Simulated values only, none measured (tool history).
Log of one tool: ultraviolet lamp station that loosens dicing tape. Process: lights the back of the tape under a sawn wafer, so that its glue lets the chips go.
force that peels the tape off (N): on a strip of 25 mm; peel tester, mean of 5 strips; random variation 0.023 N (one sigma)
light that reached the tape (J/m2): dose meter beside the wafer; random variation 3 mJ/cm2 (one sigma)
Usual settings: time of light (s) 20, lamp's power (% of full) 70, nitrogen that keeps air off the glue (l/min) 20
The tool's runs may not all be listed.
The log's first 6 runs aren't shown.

run,hour,time of light (s),lamp's power (% of full),nitrogen that keeps air off the glue (l/min),hours of work of the lamp,hours of work since the window was cleaned,force that peels the tape off (N),light that reached the tape (J/m2)
7,86.2,20,62,20,64,261,1.537,3550
8,98.8,20,62,20,71,267,1.545,3540
9,113.2,20,62,20,78,274,1.574,3500
10,129,20,62,20,86,282,1.606,3480
11,143.6,22,70,20,93,289,1.114,4340
12,154.2,22,69,20,98,294,1.181,4280
13,171,20,70,20,106,303,1.348,3980
14,185.7,21,70,20,113,310,1.277,4130
15,203.9,21,70,20,122,319,1.283,4080
16,221.4,21,70,20,131,327,1.257,4030
17,239.5,21,70,20,140,336,1.315,4060
18,251.5,21,70,20,146,342,1.351,4030
19,261.2,21,70,20,151,347,1.313,3960
20,273.2,15,70,20,157,353,2.127,2820
21,281.8,20,62,20,161,357,1.636,3370
22,301.5,20,62,15,171,367,1.864,3310
23,318.5,10,60,17,179,375,3.743,1610
24,330,10,60,17,185,381,3.552,1600
# hour 333.5: window cleaned of glue's vapour
25,348.1,32,97,17,193,7,0.369,7900
26,359.1,32,97,17,199,13,0.381,7910
27,376.2,20,79,9,207,21,1.697,3920
28,395.8,30,85,9,217,31,0.743,6420

Run 29 comes next. What will it give?
29,413.9,30,85,9,226,40,?,?

{"run 29": {"force that peels the tape off (N)": 0.742, "light that reached the tape (J/m2)": 6310}}
Without the tool's hidden state the same run would have given force that peels the tape off (N) 0.457, light that reached the tape (J/m2) 7990.
